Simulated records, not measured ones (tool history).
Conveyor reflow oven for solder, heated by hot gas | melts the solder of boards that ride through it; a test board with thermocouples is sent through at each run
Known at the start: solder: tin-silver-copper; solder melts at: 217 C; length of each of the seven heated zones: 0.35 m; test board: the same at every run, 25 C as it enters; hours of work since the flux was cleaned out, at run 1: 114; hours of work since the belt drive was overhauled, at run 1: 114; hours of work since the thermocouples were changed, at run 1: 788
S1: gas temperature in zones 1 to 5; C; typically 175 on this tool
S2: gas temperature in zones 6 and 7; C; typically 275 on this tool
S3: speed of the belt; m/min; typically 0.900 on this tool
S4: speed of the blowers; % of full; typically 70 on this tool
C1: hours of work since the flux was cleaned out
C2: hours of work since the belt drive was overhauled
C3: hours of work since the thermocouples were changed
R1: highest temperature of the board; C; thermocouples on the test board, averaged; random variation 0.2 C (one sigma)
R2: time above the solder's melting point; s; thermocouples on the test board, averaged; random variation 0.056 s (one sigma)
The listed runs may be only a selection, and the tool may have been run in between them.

| run | hour | S1 | S2 | S3 | S4 | C1 | C2 | C3 | R1 | R2 |
|---|---|---|---|---|---|---|---|---|---|---|
| 1 | 0.0 | 175 | 275 | 0.900 | 70 | 114 | 114 | 788 | 254.4 | 35.81 |
| 2 | 32.2 | 175 | 275 | 0.900 | 70 | 135 | 135 | 809 | 254.0 | 35.72 |
| 3 | 95.5 | 175 | 275 | 0.900 | 70 | 175 | 175 | 849 | 254.0 | 35.73 |
| 4 | 157.6 | 175 | 275 | 0.900 | 70 | 215 | 215 | 889 | 253.8 | 35.54 |
| 5 | 218.4 | 175 | 267 | 0.900 | 70 | 254 | 254 | 928 | 246.8 | 32.25 |
|  | 239.9 | flux residue cleaned out of gas plates and filters |
| 6 | 262.9 | 175 | 275 | 0.900 | 68 | 15 | 279 | 953 | 254.0 | 35.55 |
| 7 | 314.5 | 175 | 275 | 0.900 | 68 | 48 | 312 | 986 | 253.6 | 35.56 |
| 8 | 354.8 | 175 | 275 | 0.900 | 68 | 74 | 338 | 1012 | 253.2 | 35.52 |
| 9 | 417.4 | 175 | 275 | 0.900 | 68 | 114 | 378 | 1052 | 252.7 | 35.40 |
| 10 | 462.5 | 175 | 275 | 0.900 | 77 | 143 | 407 | 1081 | 255.9 | 36.58 |
| 11 | 540.6 | 180 | 275 | 0.900 | 70 | 193 | 457 | 1131 | 254.4 | 37.18 |
| 12 | 619.2 | 184 | 289 | 0.873 | 70 | 243 | 508 | 1182 | 267.7 | 44.19 |
|  | 637.7 | thermocouples of zones 6 and 7 changed |
|  | 654.1 | flux residue cleaned out of gas plates and filters |
| 13 | 687.3 | 175 | 288 | 0.903 | 70 | 21 | 547 | 29 | 268.4 | 41.01 |
| 14 | 765.9 | 175 | 275 | 0.900 | 82 | 72 | 597 | 79 | 259.8 | 38.73 |
| 15 | 820.6 | 175 | 275 | 0.900 | 82 | 107 | 632 | 114 | 260.2 | 38.67 |
| 16 | 873.4 | 163 | 278 | 0.797 | 53 | 141 | 666 | 148 | 255.6 | 38.58 |
| 17 | 912.6 | 183 | 289 | 0.949 | 55 | 166 | 691 | 173 | 262.2 | 38.40 |
| 18 | 969.7 | 183 | 289 | 0.949 | 55 | 202 | 728 | 210 | 262.3 | 38.44 |
| 19 | 1007.8 | 183 | 289 | 0.949 | 55 | 227 | 752 | 234 | 262.2 | 38.36 |
|  | 1071.2 | flux residue cleaned out of gas plates and filters |
| 20 | 1071.4 | 175 | 275 | 0.874 | 70 | 0 | 790 | 272 | 257.8 | 38.88 |
| 21 | 1111.3 | 175 | 275 | 0.874 | 70 | 26 | 815 | 297 | 257.6 | 38.83 |

Branching from run 21: 5 alternative next runs. What would each branch give?
| A | 1159.1 | 175 | 275 | 0.932 | 70 | 56 | 846 | 328 | ? | ? |
| B | 1159.1 | 175 | 273 | 0.900 | 70 | 56 | 846 | 328 | ? | ? |
| C | 1159.1 | 175 | 268 | 0.874 | 70 | 56 | 846 | 328 | ? | ? |
| D | 1159.1 | 170 | 273 | 0.874 | 78 | 56 | 846 | 328 | ? | ? |
| E | 1159.1 | 175 | 275 | 0.829 | 84 | 56 | 846 | 328 | ? | ? |

| run | R1 | R2 |
|---|---|---|
| A | 255.3 | 35.23 |
| B | 254.6 | 36.43 |
| C | 251.1 | 36.21 |
| D | 257.0 | 37.66 |
| E | 262.3 | 43.34 |
Without the tool's hidden state the same runs would have given:
| run | R1 | R2 |
|---|---|---|
| A | 255.8 | 34.93 |
| B | 255.1 | 36.12 |
| C | 251.6 | 35.93 |
| D | 257.6 | 37.35 |
| E | 263.0 | 42.95 |
